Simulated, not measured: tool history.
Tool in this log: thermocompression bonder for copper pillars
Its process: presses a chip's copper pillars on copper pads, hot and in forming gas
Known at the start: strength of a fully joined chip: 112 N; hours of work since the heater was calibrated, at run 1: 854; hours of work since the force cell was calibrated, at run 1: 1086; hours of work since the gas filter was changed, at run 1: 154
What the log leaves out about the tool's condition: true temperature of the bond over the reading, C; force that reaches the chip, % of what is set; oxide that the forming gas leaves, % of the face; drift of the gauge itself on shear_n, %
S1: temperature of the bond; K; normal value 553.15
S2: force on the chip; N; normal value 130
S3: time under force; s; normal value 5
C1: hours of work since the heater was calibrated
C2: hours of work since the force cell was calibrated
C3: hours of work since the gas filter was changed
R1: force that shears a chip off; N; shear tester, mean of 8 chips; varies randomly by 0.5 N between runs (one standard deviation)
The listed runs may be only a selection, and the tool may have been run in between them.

{"run": 1, "hour": 0.0, "S1": 553.15, "S2": 130, "S3": 5, "C1": 854, "C2": 1086, "C3": 154, "R1": 76.1}
{"run": 2, "hour": 32.9, "S1": 553.15, "S2": 130, "S3": 5, "C1": 878, "C2": 1111, "C3": 179, "R1": 76.3}
{"run": 3, "hour": 62.4, "S1": 553.15, "S2": 130, "S3": 5, "C1": 901, "C2": 1133, "C3": 201, "R1": 75.7}
{"run": 4, "hour": 80.1, "S1": 553.15, "S2": 130, "S3": 5, "C1": 914, "C2": 1146, "C3": 214, "R1": 75.2}
{"run": 5, "hour": 96.3, "S1": 553.15, "S2": 130, "S3": 5, "C1": 926, "C2": 1158, "C3": 226, "R1": 74.8}
{"run": 6, "hour": 114.2, "S1": 553.15, "S2": 130, "S3": 5, "C1": 939, "C2": 1172, "C3": 240, "R1": 75.9}
{"run": 7, "hour": 141.7, "S1": 553.15, "S2": 130, "S3": 5, "C1": 960, "C2": 1192, "C3": 260, "R1": 75.2}
{"run": 8, "hour": 165.2, "S1": 553.15, "S2": 130, "S3": 5, "C1": 978, "C2": 1210, "C3": 278, "R1": 75.2}
{"hour": 168.1, "done": "force cell calibrated"}
{"run": 9, "hour": 198.4, "S1": 553.15, "S2": 130, "S3": 7, "C1": 1002, "C2": 23, "C3": 302, "R1": 80.9}
{"run": 10, "hour": 212.8, "S1": 553.15, "S2": 130, "S3": 7, "C1": 1012, "C2": 34, "C3": 312, "R1": 79.6}
{"hour": 225.3, "done": "forming gas filter changed"}
{"run": 11, "hour": 243.1, "S1": 543.15, "S2": 191, "S3": 9, "C1": 1035, "C2": 56, "C3": 13, "R1": 89.8}
{"run": 12, "hour": 258.5, "S1": 543.15, "S2": 191, "S3": 9, "C1": 1046, "C2": 68, "C3": 25, "R1": 90.6}
{"run": 13, "hour": 276.5, "S1": 543.15, "S2": 191, "S3": 9, "C1": 1060, "C2": 81, "C3": 38, "R1": 90.3}
{"run": 14, "hour": 299.5, "S1": 543.15, "S2": 191, "S3": 9, "C1": 1077, "C2": 98, "C3": 56, "R1": 90.1}
{"run": 15, "hour": 327.3, "S1": 543.15, "S2": 191, "S3": 9, "C1": 1098, "C2": 119, "C3": 77, "R1": 89.9}

What if the next run were any one of these 3? Each begins from the tool's condition after run 15:
{"hour": 351.6, "done": "force cell calibrated, once more"}
{"run": "A", "hour": 352.9, "S1": 556.15, "S2": 131, "S3": 7, "C1": 1116, "C2": 1, "C3": 95, "R1": "?"}
{"hour": 351.6, "done": "force cell calibrated, once more"}
{"run": "B", "hour": 352.9, "S1": 570.15, "S2": 130, "S3": 10, "C1": 1116, "C2": 1, "C3": 95, "R1": "?"}
{"hour": 351.6, "done": "force cell calibrated, once more"}
{"run": "C", "hour": 352.9, "S1": 540.15, "S2": 101, "S3": 9, "C1": 1116, "C2": 1, "C3": 95, "R1": "?"}

run=A R1=87.4
run=B R1=99.8
run=C R1=73.7
Without the tool's unlogged condition, the same runs would have read:
run=A R1=85.2
run=B R1=99
run=C R1=70.7
